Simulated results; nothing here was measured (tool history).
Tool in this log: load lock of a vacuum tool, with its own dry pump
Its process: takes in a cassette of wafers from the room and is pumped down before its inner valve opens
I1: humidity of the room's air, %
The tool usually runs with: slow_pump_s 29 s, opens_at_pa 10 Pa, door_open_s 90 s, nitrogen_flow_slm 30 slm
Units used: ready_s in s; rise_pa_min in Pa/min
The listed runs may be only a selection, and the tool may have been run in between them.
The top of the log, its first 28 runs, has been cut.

Run 29, hour 9513.3: usual settings but slow_pump_s 40 s, door_open_s 77 s, nitrogen_flow_slm 14 slm; I1 42.6. Result: ready_s 63.7 s, rise_pa_min 0.453 Pa/min.
At hour 9771.9: door's seal changed, seat wiped.
Run 30, hour 9829.7: usual settings but slow_pump_s 53 s; I1 44.3. Result: ready_s 73.1 s, rise_pa_min 0.04 Pa/min.
Run 31, hour 10317.5: usual settings but slow_pump_s 46 s; I1 45.9. Result: ready_s 68.3 s, rise_pa_min 0.044 Pa/min.
Run 32, hour 10747.3: usual settings but slow_pump_s 46 s; I1 43.2. Result: ready_s 70.2 s, rise_pa_min 0.048 Pa/min.
Run 33, hour 11053.4: usual settings but slow_pump_s 57 s, door_open_s 56 s; I1 43.1. Result: ready_s 77.1 s, rise_pa_min 0.043 Pa/min.
Run 34, hour 11499.5: usual settings but slow_pump_s 57 s, door_open_s 56 s; I1 52.4. Result: ready_s 77.2 s, rise_pa_min 0.059 Pa/min.
Run 35, hour 11901.8: usual settings but slow_pump_s 25 s, opens_at_pa 18 Pa, nitrogen_flow_slm 5 slm; I1 43.9. Result: ready_s 51.3 s, rise_pa_min 0.123 Pa/min.
Run 36, hour 12163.7: usual settings but slow_pump_s 25 s, opens_at_pa 18 Pa, nitrogen_flow_slm 5 slm; I1 46.8. Result: ready_s 51.7 s, rise_pa_min 0.137 Pa/min.
Run 37, hour 12493.8: usual settings but slow_pump_s 44 s, door_open_s 240 s; I1 44.2. Result: ready_s 68.1 s, rise_pa_min 0.093 Pa/min.

What if the next run were any one of these 4? Each begins from the tool's condition after run 37:
Run A, hour 12900.1: usual settings but slow_pump_s 44 s, opens_at_pa 9 Pa, door_open_s 30 s; I1 44.2. Result: ready_s ?, rise_pa_min ?.
Run B, hour 12900.1: usual settings but slow_pump_s 37 s, door_open_s 124 s; I1 47.8. Result: ready_s ?, rise_pa_min ?.
Run C, hour 12900.1: usual settings but slow_pump_s 44 s, opens_at_pa 12 Pa, door_open_s 228 s, nitrogen_flow_slm 27 slm; I1 46.7. Result: ready_s ?, rise_pa_min ?.
Run D, hour 12900.1: usual settings but slow_pump_s 49 s, opens_at_pa 16 Pa, nitrogen_flow_slm 8 slm; I1 44.2. Result: ready_s ?, rise_pa_min ?.

run  ready_s  rise_pa_min
  A     68.7        0.073
  B     63.5         0.09
  C     66.9        0.103
  D     69.3        0.125
Stripped of hidden state, with their random variation kept, the same runs would have yielded:
run  ready_s  rise_pa_min
  A     64.9        0.025
  B     59.5        0.041
  C     63.3        0.055
  D     66.2        0.077
